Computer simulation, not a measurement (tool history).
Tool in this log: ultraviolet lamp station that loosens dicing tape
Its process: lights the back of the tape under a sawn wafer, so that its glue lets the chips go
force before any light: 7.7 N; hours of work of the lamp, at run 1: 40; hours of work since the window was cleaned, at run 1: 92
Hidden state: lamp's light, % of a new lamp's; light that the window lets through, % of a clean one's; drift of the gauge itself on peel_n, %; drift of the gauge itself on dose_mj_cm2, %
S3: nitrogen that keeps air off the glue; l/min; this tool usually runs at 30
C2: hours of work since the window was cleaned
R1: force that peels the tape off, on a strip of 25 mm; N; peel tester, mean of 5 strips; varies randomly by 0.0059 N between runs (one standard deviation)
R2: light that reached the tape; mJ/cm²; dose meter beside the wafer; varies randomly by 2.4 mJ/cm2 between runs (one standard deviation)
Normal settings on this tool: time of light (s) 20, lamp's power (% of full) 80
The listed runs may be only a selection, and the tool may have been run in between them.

Run 1, hour 0.0: usual settings; hours of work of the lamp 40; C2 92. Result: R1 0.164 N, R2 251 mJ/cm².
Run 2, hour 9.3: usual settings; hours of work of the lamp 46; C2 97. Result: R1 0.167 N, R2 255 mJ/cm².
Run 3, hour 20.2: usual settings; hours of work of the lamp 52; C2 104. Result: R1 0.147 N, R2 252 mJ/cm².
Run 4, hour 27.7: usual settings; hours of work of the lamp 56; C2 108. Result: R1 0.171 N, R2 247 mJ/cm².
Run 5, hour 38.6: usual settings; hours of work of the lamp 63; C2 114. Result: R1 0.160 N, R2 246 mJ/cm².
Run 6, hour 46.1: usual settings; hours of work of the lamp 67; C2 119. Result: R1 0.173 N, R2 247 mJ/cm².
Run 7, hour 53.2: usual settings; hours of work of the lamp 71; C2 123. Result: R1 0.174 N, R2 251 mJ/cm².
Run 8, hour 60.2: usual settings but lamp's power (% of full) 99; hours of work of the lamp 75; C2 127. Result: R1 0.102 N, R2 309 mJ/cm².
Run 9, hour 65.7: usual settings but lamp's power (% of full) 99; hours of work of the lamp 78; C2 130. Result: R1 0.108 N, R2 311 mJ/cm².
Run 10, hour 75.9: usual settings; hours of work of the lamp 84; C2 136. Result: R1 0.174 N, R2 250 mJ/cm².
Run 11, hour 81.2: usual settings but S3 21 l/min; hours of work of the lamp 87; C2 139. Result: R1 0.217 N, R2 246 mJ/cm².
Run 12, hour 90.7: usual settings but S3 21 l/min; hours of work of the lamp 93; C2 144. Result: R1 0.211 N, R2 246 mJ/cm².
Run 13, hour 99.7: usual settings; hours of work of the lamp 98; C2 149. Result: R1 0.167 N, R2 247 mJ/cm².
Run 14, hour 105.5: usual settings; hours of work of the lamp 101; C2 153. Result: R1 0.163 N, R2 246 mJ/cm².
Run 15, hour 116.4: usual settings; hours of work of the lamp 107; C2 159. Result: R1 0.176 N, R2 249 mJ/cm².
Run 16, hour 122.6: usual settings; hours of work of the lamp 111; C2 163. Result: R1 0.173 N, R2 246 mJ/cm².
Run 17, hour 130.6: usual settings but lamp's power (% of full) 64, S3 57 l/min; hours of work of the lamp 116; C2 167. Result: R1 0.243 N, R2 196 mJ/cm².
Run 18, hour 137.6: usual settings but lamp's power (% of full) 64, S3 57 l/min; hours of work of the lamp 120; C2 171. Result: R1 0.232 N, R2 195 mJ/cm².
Run 19, hour 145.5: usual settings but time of light (s) 11, lamp's power (% of full) 65, S3 9 l/min; hours of work of the lamp 124; C2 176. Result: R1 1.872 N, R2 107 mJ/cm².
Run 20, hour 154.4: usual settings but time of light (s) 24, lamp's power (% of full) 89, S3 42 l/min; hours of work of the lamp 129; C2 181. Result: R1 0.084 N, R2 328 mJ/cm².
Run 21, hour 164.5: usual settings but time of light (s) 12; hours of work of the lamp 135; C2 187. Result: R1 0.666 N, R2 147 mJ/cm².
Run 22, hour 171.3: usual settings but time of light (s) 14, lamp's power (% of full) 99; hours of work of the lamp 139; C2 191. Result: R1 0.261 N, R2 207 mJ/cm².
Run 23, hour 178.2: usual settings but time of light (s) 15, lamp's power (% of full) 68, S3 54 l/min; hours of work of the lamp 143; C2 195. Result: R1 0.458 N, R2 158 mJ/cm².
Run 24, hour 187.7: usual settings but time of light (s) 15, lamp's power (% of full) 68, S3 54 l/min; hours of work of the lamp 148; C2 200. Result: R1 0.436 N, R2 153 mJ/cm².
Run 25, hour 196.6: usual settings but time of light (s) 22, S3 31 l/min; hours of work of the lamp 154; C2 205. Result: R1 0.134 N, R2 266 mJ/cm².
Run 26, hour 201.4: usual settings but time of light (s) 22, lamp's power (% of full) 63, S3 22 l/min; hours of work of the lamp 156; C2 208. Result: R1 0.331 N, R2 209 mJ/cm².
Run 27, hour 206.3: usual settings but time of light (s) 34, lamp's power (% of full) 93, S3 29 l/min; hours of work of the lamp 159; C2 211. Result: R1 0.074 N, R2 479 mJ/cm².
Run 28, hour 212.2: usual settings but time of light (s) 22, lamp's power (% of full) 93, S3 29 l/min; hours of work of the lamp 163; C2 214. Result: R1 0.100 N, R2 312 mJ/cm².
Run 29, hour 222.6: usual settings but time of light (s) 12, lamp's power (% of full) 61, S3 36 l/min; hours of work of the lamp 169; C2 220. Result: R1 1.097 N, R2 113 mJ/cm².
Run 30, hour 230.9: usual settings but time of light (s) 12, lamp's power (% of full) 61, S3 36 l/min; hours of work of the lamp 173; C2 225. Result: R1 1.117 N, R2 109 mJ/cm².
Run 31, hour 238.5: usual settings but time of light (s) 11, lamp's power (% of full) 72, S3 27 l/min; hours of work of the lamp 178; C2 229. Result: R1 1.081 N, R2 114 mJ/cm².
Run 32, hour 243.4: usual settings but lamp's power (% of full) 94, S3 27 l/min; hours of work of the lamp 180; C2 232. Result: R1 0.127 N, R2 283 mJ/cm².

4 options for the next run, each taken on its own from the tool as it stands now. Forecast them:
Run A, hour 251.1: usual settings but time of light (s) 27, lamp's power (% of full) 67, S3 56 l/min; hours of work of the lamp 185; C2 237. Result: R1 ?, R2 ?.
Run B, hour 251.1: usual settings but lamp's power (% of full) 84, S3 12 l/min; hours of work of the lamp 185; C2 237. Result: R1 ?, R2 ?.
Run C, hour 251.1: usual settings but time of light (s) 23, lamp's power (% of full) 94, S3 21 l/min; hours of work of the lamp 185; C2 237. Result: R1 ?, R2 ?.
Run D, hour 251.1: usual settings but time of light (s) 17, lamp's power (% of full) 69, S3 55 l/min; hours of work of the lamp 185; C2 237. Result: R1 ?, R2 ?.

run     R1   R2
  A  0.109  270
  B  0.309  249
  C  0.112  324
  D  0.325  173
With the hidden condition removed and each run's random variation left untouched, the same runs would have given:
run     R1   R2
  A  0.097  290
  B  0.254  267
  C  0.098  348
  D  0.267  186
